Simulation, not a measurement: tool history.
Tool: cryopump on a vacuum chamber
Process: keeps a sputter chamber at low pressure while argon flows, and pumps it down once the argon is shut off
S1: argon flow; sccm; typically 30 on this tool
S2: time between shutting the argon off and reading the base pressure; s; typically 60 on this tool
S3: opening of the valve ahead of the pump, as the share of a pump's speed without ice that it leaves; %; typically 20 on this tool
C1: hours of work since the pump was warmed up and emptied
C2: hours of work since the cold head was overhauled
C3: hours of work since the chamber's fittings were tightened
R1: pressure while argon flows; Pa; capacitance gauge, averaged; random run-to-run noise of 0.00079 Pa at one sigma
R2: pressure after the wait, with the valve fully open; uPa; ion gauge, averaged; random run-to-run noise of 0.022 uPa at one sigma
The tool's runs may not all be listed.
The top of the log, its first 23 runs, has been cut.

run	hour	S1	S2	S3	C1	C2	C3	R1	R2
24	511.6	20	60	16	653	653	174	0.1357	1.01
25	534.8	30	60	17	670	670	191	0.1929	0.98
26	560.6	51	60	20	689	689	210	0.2805	1.08
27	584.4	46	288	20	706	706	228	0.2529	0.77
28	608.4	30	60	19	724	724	245	0.1738	1.15
29	632.9	30	60	19	742	742	263	0.1730	1.15
30	646.4	30	60	19	752	752	273	0.1732	1.25
31	675.1	30	42	43	773	773	295	0.0839	1.40
32	692.1	19	209	56	786	786	307	0.0426	0.95
33	720.7	24	60	47	807	807	328	0.0639	1.34
34	747.2	18	60	20	826	826	348	0.1017	1.40

Consider 4 possible next runs. They are alternatives, not a sequence: every one starts from the tool as it was left by run 34. What does each give?
A	767.2	20	60	20	841	841	363	?	?
B	767.2	39	60	37	841	841	363	?	?
C	767.2	35	60	20	841	841	363	?	?
D	767.2	13	60	55	841	841	363	?	?

run	R1	R2
A	0.1111	1.40
B	0.1268	1.43
C	0.1959	1.42
D	0.0312	1.42
The same runs, with their run-to-run variation unchanged, on a tool lacking any hidden condition would have given:
run	R1	R2
A	0.1014	0.61
B	0.1078	0.63
C	0.1788	0.62
D	0.0248	0.63

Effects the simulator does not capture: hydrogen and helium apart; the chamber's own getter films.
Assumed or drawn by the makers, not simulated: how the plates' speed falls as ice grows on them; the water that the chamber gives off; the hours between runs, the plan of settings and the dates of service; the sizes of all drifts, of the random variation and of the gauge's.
